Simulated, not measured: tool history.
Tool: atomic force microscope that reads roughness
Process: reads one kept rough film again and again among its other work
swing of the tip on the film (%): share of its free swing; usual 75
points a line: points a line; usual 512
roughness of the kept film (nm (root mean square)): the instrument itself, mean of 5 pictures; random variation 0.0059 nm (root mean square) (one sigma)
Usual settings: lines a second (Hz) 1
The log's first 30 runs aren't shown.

run     day  lines a second (Hz)  swing of the tip on the film (%)  points a line  roughness of the kept film (nm (root mean square))
 31  24.508                 2.63                                68            460                                               0.859
 32  25.608                 1.01                                67            460                                               0.869
 33  26.621                 1.59                                83            449                                               0.742
 34    27.7                 2.03                                62            718                                               0.767
     28.279  -- new tip fitted
 35  28.717                 3.18                                75            260                                               0.888
 36  29.758                 3.18                                75            260                                               0.817
 37  30.425                 2.06                                59            371                                               0.932
 38  31.004                 1.43                                75            407                                               0.869
 39  31.733                    1                                76            405                                               0.848
 40  32.529                 1.54                                83            512                                               0.748
 41  33.004                 1.54                                83            512                                               0.723

Forecast each of these 3 alternatives for the next run:
  A  33.55                 0.57                                73            348                                                   ?
  B  33.55                 3.38                                83            512                                                   ?
  C  33.55                 0.57                                77            512                                                   ?

run  roughness of the kept film (nm (root mean square))
  A                                               0.797
  B                                               0.611
  C                                               0.794
Without the tool's hidden state the same runs would have given:
run  roughness of the kept film (nm (root mean square))
  A                                               1.113
  B                                               0.851
  C                                               1.108
